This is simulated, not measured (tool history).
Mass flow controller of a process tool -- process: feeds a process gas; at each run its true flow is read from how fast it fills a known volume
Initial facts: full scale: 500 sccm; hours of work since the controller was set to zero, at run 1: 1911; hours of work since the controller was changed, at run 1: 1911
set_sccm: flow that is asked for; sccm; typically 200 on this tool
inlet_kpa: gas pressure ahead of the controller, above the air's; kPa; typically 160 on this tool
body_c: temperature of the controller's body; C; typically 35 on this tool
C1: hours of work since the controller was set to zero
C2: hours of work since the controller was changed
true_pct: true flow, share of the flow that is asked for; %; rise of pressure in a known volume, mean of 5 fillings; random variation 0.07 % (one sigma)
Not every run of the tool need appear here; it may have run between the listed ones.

{"run": 1, "hour": 0.0, "set_sccm": 200, "inlet_kpa": 160, "body_c": 35, "C1": 1911, "C2": 1911, "true_pct": 98.29}
{"run": 2, "hour": 164.0, "set_sccm": 107, "inlet_kpa": 160, "body_c": 35, "C1": 2002, "C2": 2002, "true_pct": 97.78}
{"run": 3, "hour": 284.9, "set_sccm": 107, "inlet_kpa": 160, "body_c": 35, "C1": 2070, "C2": 2070, "true_pct": 97.83}
{"run": 4, "hour": 392.6, "set_sccm": 107, "inlet_kpa": 160, "body_c": 35, "C1": 2130, "C2": 2130, "true_pct": 97.66}
{"run": 5, "hour": 542.8, "set_sccm": 107, "inlet_kpa": 160, "body_c": 35, "C1": 2214, "C2": 2214, "true_pct": 97.8}
{"run": 6, "hour": 615.1, "set_sccm": 200, "inlet_kpa": 160, "body_c": 35, "C1": 2254, "C2": 2254, "true_pct": 98.33}
{"run": 7, "hour": 702.7, "set_sccm": 200, "inlet_kpa": 218, "body_c": 35, "C1": 2303, "C2": 2303, "true_pct": 98.49}
{"run": 8, "hour": 771.3, "set_sccm": 200, "inlet_kpa": 248, "body_c": 35, "C1": 2341, "C2": 2341, "true_pct": 98.79}
{"run": 9, "hour": 918.6, "set_sccm": 200, "inlet_kpa": 233, "body_c": 35, "C1": 2423, "C2": 2423, "true_pct": 98.67}
{"run": 10, "hour": 1061.8, "set_sccm": 200, "inlet_kpa": 233, "body_c": 35, "C1": 2503, "C2": 2503, "true_pct": 98.59}
{"run": 11, "hour": 1150.7, "set_sccm": 200, "inlet_kpa": 160, "body_c": 35, "C1": 2553, "C2": 2553, "true_pct": 98.17}
{"run": 12, "hour": 1319.5, "set_sccm": 200, "inlet_kpa": 160, "body_c": 25, "C1": 2647, "C2": 2647, "true_pct": 98.76}
{"run": 13, "hour": 1400.4, "set_sccm": 200, "inlet_kpa": 264, "body_c": 25, "C1": 2692, "C2": 2692, "true_pct": 99.28}
{"run": 14, "hour": 1502.7, "set_sccm": 200, "inlet_kpa": 259, "body_c": 35, "C1": 2750, "C2": 2750, "true_pct": 98.7}
{"run": 15, "hour": 1619.1, "set_sccm": 200, "inlet_kpa": 259, "body_c": 24, "C1": 2815, "C2": 2815, "true_pct": 99.09}
{"run": 16, "hour": 1700.6, "set_sccm": 200, "inlet_kpa": 259, "body_c": 24, "C1": 2860, "C2": 2860, "true_pct": 99.11}
{"run": 17, "hour": 1818.8, "set_sccm": 445, "inlet_kpa": 160, "body_c": 35, "C1": 2926, "C2": 2926, "true_pct": 99.17}
{"run": 18, "hour": 1930.2, "set_sccm": 200, "inlet_kpa": 193, "body_c": 35, "C1": 2988, "C2": 2988, "true_pct": 98.34}
{"run": 19, "hour": 2010.5, "set_sccm": 200, "inlet_kpa": 193, "body_c": 35, "C1": 3033, "C2": 3033, "true_pct": 98.43}
{"run": 20, "hour": 2079.6, "set_sccm": 200, "inlet_kpa": 141, "body_c": 35, "C1": 3072, "C2": 3072, "true_pct": 98.08}
{"run": 21, "hour": 2169.3, "set_sccm": 450, "inlet_kpa": 167, "body_c": 23, "C1": 3122, "C2": 3122, "true_pct": 99.54}
{"run": 22, "hour": 2288.3, "set_sccm": 291, "inlet_kpa": 178, "body_c": 26, "C1": 3188, "C2": 3188, "true_pct": 99.15}
{"run": 23, "hour": 2400.3, "set_sccm": 225, "inlet_kpa": 261, "body_c": 26, "C1": 3251, "C2": 3251, "true_pct": 99.14}
{"run": 24, "hour": 2542.9, "set_sccm": 51, "inlet_kpa": 196, "body_c": 31, "C1": 3330, "C2": 3330, "true_pct": 96.04}
{"run": 25, "hour": 2660.6, "set_sccm": 200, "inlet_kpa": 169, "body_c": 38, "C1": 3396, "C2": 3396, "true_pct": 98.1}
{"run": 26, "hour": 2806.5, "set_sccm": 295, "inlet_kpa": 243, "body_c": 22, "C1": 3477, "C2": 3477, "true_pct": 99.6}
{"run": 27, "hour": 2921.3, "set_sccm": 200, "inlet_kpa": 227, "body_c": 35, "C1": 3541, "C2": 3541, "true_pct": 98.47}
{"run": 28, "hour": 3022.2, "set_sccm": 200, "inlet_kpa": 227, "body_c": 22, "C1": 3598, "C2": 3598, "true_pct": 98.99}
{"run": 29, "hour": 3168.1, "set_sccm": 417, "inlet_kpa": 227, "body_c": 22, "C1": 3679, "C2": 3679, "true_pct": 99.76}
{"run": 30, "hour": 3308.4, "set_sccm": 84, "inlet_kpa": 160, "body_c": 21, "C1": 3757, "C2": 3757, "true_pct": 97.31}
{"run": 31, "hour": 3474.5, "set_sccm": 84, "inlet_kpa": 145, "body_c": 21, "C1": 3850, "C2": 3850, "true_pct": 97.21}
{"run": 32, "hour": 3606.4, "set_sccm": 84, "inlet_kpa": 145, "body_c": 21, "C1": 3924, "C2": 3924, "true_pct": 97.15}
{"run": 33, "hour": 3679.7, "set_sccm": 70, "inlet_kpa": 217, "body_c": 35, "C1": 3965, "C2": 3965, "true_pct": 96.6}
{"run": 34, "hour": 3747.8, "set_sccm": 130, "inlet_kpa": 168, "body_c": 30, "C1": 4003, "C2": 4003, "true_pct": 97.81}
{"run": 35, "hour": 3904.3, "set_sccm": 130, "inlet_kpa": 212, "body_c": 30, "C1": 4090, "C2": 4090, "true_pct": 97.89}
{"run": 36, "hour": 3986.8, "set_sccm": 190, "inlet_kpa": 141, "body_c": 30, "C1": 4136, "C2": 4136, "true_pct": 98.13}
{"run": 37, "hour": 4059.0, "set_sccm": 446, "inlet_kpa": 209, "body_c": 35, "C1": 4176, "C2": 4176, "true_pct": 99.4}
{"run": 38, "hour": 4214.1, "set_sccm": 186, "inlet_kpa": 209, "body_c": 35, "C1": 4263, "C2": 4263, "true_pct": 98.18}
{"run": 39, "hour": 4318.3, "set_sccm": 116, "inlet_kpa": 188, "body_c": 35, "C1": 4321, "C2": 4321, "true_pct": 97.38}
{"run": 40, "hour": 4398.8, "set_sccm": 487, "inlet_kpa": 198, "body_c": 38, "C1": 4366, "C2": 4366, "true_pct": 99.24}

Some steps in true_pct, run to run, broken into two amounts with sign: the step expected even without the hidden condition (settings, incoming material, random variation), and the rest, left for the hidden condition together with whatever gauge scatter is not in both the measured and the hidden-condition-free result:
Hidden conditions of the tool in this case: flow at rest that the sensor doesn't see, % of full scale; true flow over the shown one, %; drift of the gauge itself on true_pct, %.
Run 23 -> 24: set_sccm 225 -> 51, inlet_kpa 261 -> 196, body_c 26 -> 31. true_pct -3.1 %: hidden state -2.23, all else -0.87.
Run 24 -> 25: set_sccm 51 -> 200, inlet_kpa 196 -> 169, body_c 31 -> 38. true_pct +2.06 %: hidden state +2.12, all else -0.06.
Run 29 -> 30: set_sccm 417 -> 84, inlet_kpa 227 -> 160, body_c 22 -> 21. true_pct -2.45 %: hidden state -1.57, all else -0.88.

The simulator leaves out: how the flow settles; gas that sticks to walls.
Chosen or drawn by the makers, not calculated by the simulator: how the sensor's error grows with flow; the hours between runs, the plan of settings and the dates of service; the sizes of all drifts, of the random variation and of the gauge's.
